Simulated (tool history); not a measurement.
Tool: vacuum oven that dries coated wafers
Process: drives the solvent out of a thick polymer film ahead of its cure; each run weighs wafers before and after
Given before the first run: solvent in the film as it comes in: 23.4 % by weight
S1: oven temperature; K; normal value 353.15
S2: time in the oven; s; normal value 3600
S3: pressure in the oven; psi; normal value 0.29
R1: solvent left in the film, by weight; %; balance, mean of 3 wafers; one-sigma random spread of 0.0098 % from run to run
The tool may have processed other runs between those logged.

{"run": 1, "hour": 0.0, "S1": 353.15, "S2": 3600, "S3": 0.29, "R1": 2.132}
{"run": 2, "hour": 82.8, "S1": 353.15, "S2": 3600, "S3": 0.29, "R1": 2.114}
{"hour": 165.5, "done": "oven's thermocouples calibrated"}
{"run": 3, "hour": 167.9, "S1": 353.15, "S2": 2580, "S3": 0.29, "R1": 3.85}
{"run": 4, "hour": 208.1, "S1": 353.15, "S2": 2580, "S3": 0.29, "R1": 3.841}
{"run": 5, "hour": 249.9, "S1": 353.15, "S2": 2580, "S3": 0.29, "R1": 3.842}
{"run": 6, "hour": 294.9, "S1": 353.15, "S2": 2580, "S3": 0.29, "R1": 3.832}
{"run": 7, "hour": 336.9, "S1": 353.15, "S2": 2580, "S3": 0.29, "R1": 3.829}
{"run": 8, "hour": 424.2, "S1": 353.15, "S2": 2580, "S3": 0.29, "R1": 3.826}
{"run": 9, "hour": 502.4, "S1": 353.15, "S2": 2580, "S3": 0.29, "R1": 3.818}
{"run": 10, "hour": 538.0, "S1": 353.15, "S2": 3600, "S3": 0.29, "R1": 2.553}
{"run": 11, "hour": 608.7, "S1": 353.15, "S2": 3600, "S3": 0.29, "R1": 2.554}
{"run": 12, "hour": 681.3, "S1": 353.15, "S2": 3600, "S3": 0.29, "R1": 2.542}
{"run": 13, "hour": 743.8, "S1": 353.15, "S2": 3600, "S3": 0.29, "R1": 2.548}
{"run": 14, "hour": 801.8, "S1": 353.15, "S2": 3600, "S3": 0.29, "R1": 2.542}
{"run": 15, "hour": 880.1, "S1": 353.15, "S2": 3600, "S3": 0.29, "R1": 2.561}
{"run": 16, "hour": 966.9, "S1": 353.15, "S2": 2160, "S3": 0.29, "R1": 4.706}
{"run": 17, "hour": 1048.3, "S1": 353.15, "S2": 3600, "S3": 0.461, "R1": 3.294}
{"run": 18, "hour": 1136.0, "S1": 353.15, "S2": 3600, "S3": 0.461, "R1": 3.274}
{"run": 19, "hour": 1207.3, "S1": 353.15, "S2": 3600, "S3": 0.461, "R1": 3.295}
{"run": 20, "hour": 1285.7, "S1": 353.15, "S2": 5700, "S3": 0.29, "R1": 1.756}
{"run": 21, "hour": 1362.1, "S1": 353.15, "S2": 5700, "S3": 0.29, "R1": 1.765}
{"run": 22, "hour": 1447.0, "S1": 349.15, "S2": 2400, "S3": 0.178, "R1": 5.541}
{"run": 23, "hour": 1513.6, "S1": 343.15, "S2": 5400, "S3": 0.612, "R1": 6.707}
{"run": 24, "hour": 1570.9, "S1": 343.15, "S2": 5400, "S3": 0.612, "R1": 6.71}
{"run": 25, "hour": 1614.7, "S1": 352.15, "S2": 1860, "S3": 0.612, "R1": 7.235}
{"run": 26, "hour": 1681.0, "S1": 358.15, "S2": 3600, "S3": 0.29, "R1": 1.541}
{"run": 27, "hour": 1720.1, "S1": 358.15, "S2": 3600, "S3": 0.29, "R1": 1.543}
{"run": 28, "hour": 1769.8, "S1": 358.15, "S2": 3600, "S3": 0.29, "R1": 1.527}
{"run": 29, "hour": 1821.9, "S1": 362.15, "S2": 3600, "S3": 0.599, "R1": 2.176}
{"run": 30, "hour": 1904.0, "S1": 363.15, "S2": 3600, "S3": 0.599, "R1": 2.061}
{"run": 31, "hour": 1971.6, "S1": 353.15, "S2": 5640, "S3": 0.184, "R1": 1.279}
{"run": 32, "hour": 2046.4, "S1": 342.15, "S2": 2880, "S3": 0.184, "R1": 8.307}
{"run": 33, "hour": 2131.2, "S1": 342.15, "S2": 2880, "S3": 0.184, "R1": 8.274}
{"run": 34, "hour": 2205.7, "S1": 342.15, "S2": 2880, "S3": 0.184, "R1": 8.239}

5 options for the next run, each taken on its own from the tool as it stands now. Forecast them:
{"run": "A", "hour": 2271.9, "S1": 343.15, "S2": 3180, "S3": 0.184, "R1": "?"}
{"run": "B", "hour": 2271.9, "S1": 342.15, "S2": 2400, "S3": 0.149, "R1": "?"}
{"run": "C", "hour": 2271.9, "S1": 361.15, "S2": 3360, "S3": 0.805, "R1": "?"}
{"run": "D", "hour": 2271.9, "S1": 353.15, "S2": 3600, "S3": 0.371, "R1": "?"}
{"run": "E", "hour": 2271.9, "S1": 342.15, "S2": 2880, "S3": 0.413, "R1": "?"}

run=A R1=7.012
run=B R1=9.27
run=C R1=3.004
run=D R1=2.864
run=E R1=9.415
The same runs, with their run-to-run variation unchanged, on a tool lacking any hidden condition would have given:
run=A R1=6.867
run=B R1=9.156
run=C R1=2.849
run=D R1=2.684
run=E R1=9.285
